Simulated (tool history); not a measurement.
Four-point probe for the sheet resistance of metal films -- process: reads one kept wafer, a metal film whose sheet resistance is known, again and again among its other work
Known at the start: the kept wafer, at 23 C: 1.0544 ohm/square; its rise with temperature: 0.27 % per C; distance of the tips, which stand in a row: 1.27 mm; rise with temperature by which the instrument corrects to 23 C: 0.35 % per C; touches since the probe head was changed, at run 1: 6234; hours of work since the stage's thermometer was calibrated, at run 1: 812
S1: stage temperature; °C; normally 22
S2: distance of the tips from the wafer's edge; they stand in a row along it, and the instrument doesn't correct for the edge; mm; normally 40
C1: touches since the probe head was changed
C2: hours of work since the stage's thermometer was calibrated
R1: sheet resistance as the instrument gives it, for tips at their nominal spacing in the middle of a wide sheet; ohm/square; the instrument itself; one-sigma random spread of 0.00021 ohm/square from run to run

Run 1, hour 0: usual settings; C1 6234; C2 812. Result: R1 1.061802 ohm/square.
Run 2, hour 8.5: usual settings; C1 6358; C2 817. Result: R1 1.062321 ohm/square.
Run 3, hour 18.9: usual settings; C1 6508; C2 823. Result: R1 1.061985 ohm/square.
Run 4, hour 29.7: usual settings; C1 6665; C2 830. Result: R1 1.061826 ohm/square.
Run 5, hour 42.2: usual settings but S1 18 °C; C1 6848; C2 837. Result: R1 1.065256 ohm/square.
Run 6, hour 57.3: usual settings but S2 6 mm; C1 7066; C2 846. Result: R1 1.086566 ohm/square.
Run 7, hour 64: usual settings but S1 29 °C; C1 7163; C2 850. Result: R1 1.055946 ohm/square.
Run 8, hour 73.9: usual settings; C1 7307; C2 856. Result: R1 1.062337 ohm/square.
Run 9, hour 81.7: usual settings; C1 7420; C2 861. Result: R1 1.061602 ohm/square.
Run 10, hour 87.9: usual settings; C1 7510; C2 864. Result: R1 1.061748 ohm/square.
Run 11, hour 103: usual settings; C1 7729; C2 873. Result: R1 1.061833 ohm/square.
Run 12, hour 109.9: usual settings; C1 7830; C2 878. Result: R1 1.062128 ohm/square.
Run 13, hour 117.8: usual settings; C1 7944; C2 882. Result: R1 1.061791 ohm/square.
Run 14, hour 132.9: usual settings but S1 28 °C, S2 9 mm; C1 8162; C2 891. Result: R1 1.066952 ohm/square.
Run 15, hour 145.4: usual settings but S1 23 °C, S2 9 mm; C1 8345; C2 899. Result: R1 1.071834 ohm/square.

Forecast run 16:
Run 16, hour 152.1: usual settings but S1 23 °C, S2 8 mm; C1 8442; C2 903. Result: R1 ?.

{"run 16": {"R1": 1.07465}}
Were there no unlogged condition in the tool, this run, its random variation unchanged, would have produced R1 1.068615 ohm/square.
